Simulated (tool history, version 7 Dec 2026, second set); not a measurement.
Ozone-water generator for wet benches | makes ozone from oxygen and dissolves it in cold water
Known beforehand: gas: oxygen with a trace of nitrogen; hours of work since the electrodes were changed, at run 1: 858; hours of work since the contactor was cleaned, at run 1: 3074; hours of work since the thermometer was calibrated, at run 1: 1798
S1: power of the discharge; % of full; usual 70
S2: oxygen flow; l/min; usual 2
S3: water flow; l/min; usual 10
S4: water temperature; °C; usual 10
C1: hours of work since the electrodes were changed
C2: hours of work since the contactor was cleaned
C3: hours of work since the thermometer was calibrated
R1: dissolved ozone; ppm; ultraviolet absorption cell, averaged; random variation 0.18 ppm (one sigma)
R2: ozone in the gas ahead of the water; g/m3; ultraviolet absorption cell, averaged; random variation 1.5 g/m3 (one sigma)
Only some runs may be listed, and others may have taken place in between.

run 1 day=0 | S1=70 S2=2 S3=10 S4=10 | C1=858 C2=3074 C3=1798 | R1=25.2 R2=272.4
run 2 day=7.788 | S1=70 S2=1.03 S3=10 S4=10 | C1=1003 C2=3219 C3=1943 | R1=18.9 R2=334
run 3 day=14.308 | S1=44 S2=2 S3=10 S4=10 | C1=1124 C2=3340 C3=2063 | R1=17.4 R2=189.1
run 4 day=17.792 | S1=44 S2=2 S3=10 S4=10 | C1=1188 C2=3404 C3=2128 | R1=17.2 R2=188.3
run 5 day=21.625 | S1=44 S2=2 S3=10 S4=10 | C1=1259 C2=3475 C3=2199 | R1=17.3 R2=190.2
run 6 day=28.221 | S1=47 S2=2 S3=10 S4=10 | C1=1381 C2=3598 C3=2321 | R1=18.3 R2=198
run 7 day=34.683 | S1=70 S2=2 S3=10 S4=5 | C1=1501 C2=3717 C3=2441 | R1=26.3 R2=272.7
-- day=40.975 water thermometer calibrated
run 8 day=42.408 | S1=70 S2=2 S3=10 S4=5 | C1=1644 C2=3860 C3=27 | R1=26.4 R2=273.8
run 9 day=49.217 | S1=70 S2=2 S3=10 S4=5 | C1=1770 C2=3986 C3=153 | R1=26 R2=275.2
run 10 day=53.062 | S1=70 S2=2 S3=10 S4=5 | C1=1842 C2=4058 C3=224 | R1=26.4 R2=272.5
run 11 day=60.775 | S1=70 S2=2 S3=10 S4=5 | C1=1984 C2=4201 C3=367 | R1=26.5 R2=273.4
run 12 day=64.833 | S1=70 S2=2 S3=10 S4=5 | C1=2060 C2=4276 C3=442 | R1=26.6 R2=271.9
run 13 day=71.262 | S1=70 S2=2 S3=10 S4=9 | C1=2179 C2=4395 C3=561 | R1=25.4 R2=273
run 14 day=76.312 | S1=70 S2=2 S3=10 S4=10 | C1=2273 C2=4489 C3=655 | R1=25.2 R2=272.2
run 15 day=80.312 | S1=70 S2=2 S3=10 S4=10 | C1=2347 C2=4563 C3=729 | R1=25.5 R2=272.5
run 16 day=88.229 | S1=70 S2=2 S3=10 S4=10 | C1=2493 C2=4710 C3=876 | R1=25.3 R2=271.9
run 17 day=91.996 | S1=72 S2=2 S3=10 S4=5 | C1=2563 C2=4779 C3=946 | R1=27.1 R2=279.4
run 18 day=96.129 | S1=45 S2=1.54 S3=14 S4=10 | C1=2640 C2=4856 C3=1022 | R1=11.1 R2=206.7
run 19 day=103 | S1=91 S2=2.84 S3=13 S4=12 | C1=2767 C2=4983 C3=1150 | R1=26.1 R2=301.9

Forecast run 20:
run 20 day=108.554 | S1=97 S2=2.84 S3=11 S4=12 | C1=2870 C2=5086 C3=1253 | R1=? R2=?

{"run 20": {"R1": 32.5, "R2": 317.4}}
With no hidden state in the tool, this same run would have given R1 32.6 ppm, R2 317.8 g/m3.
